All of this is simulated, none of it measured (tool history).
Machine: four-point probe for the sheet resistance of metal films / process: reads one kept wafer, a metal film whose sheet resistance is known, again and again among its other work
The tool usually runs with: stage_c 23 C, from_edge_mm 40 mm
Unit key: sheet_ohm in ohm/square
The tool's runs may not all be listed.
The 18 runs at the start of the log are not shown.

run    hour  stage_c  from_edge_mm  sheet_ohm
 19   542.9       23            35   6.686805
 20   562.5       23            40   6.689075
 21     599       23            40   6.688825
 22   643.3       23            40   6.689588
 23     673       23            40   6.688009
 24   703.4       23            40   6.687305
 25     729       31            47   6.687497
 26   772.5       23            18   6.699967
 27   793.9       25            13   6.707637
 28   824.3       25            13   6.710782
 29   852.4       29             5    6.83143
 30   872.8       31            32   6.692784
 31   906.8       31            32    6.69156
      909.6  -- stage's thermometer calibrated
 32   926.9       31            32   6.702219
 33   967.5       23            13   6.718371
 34   992.5       23            13    6.71958
 35  1013.5       28            54   6.698287
 36  1033.7       28            54   6.697841

For run 37, what comes out?
 37  1059.1       23            22          ?

sheet_ohm: 6.70617 ohm/square
Minus the tool's unlogged condition, the same run would have read sheet_ohm 6.65837 ohm/square.
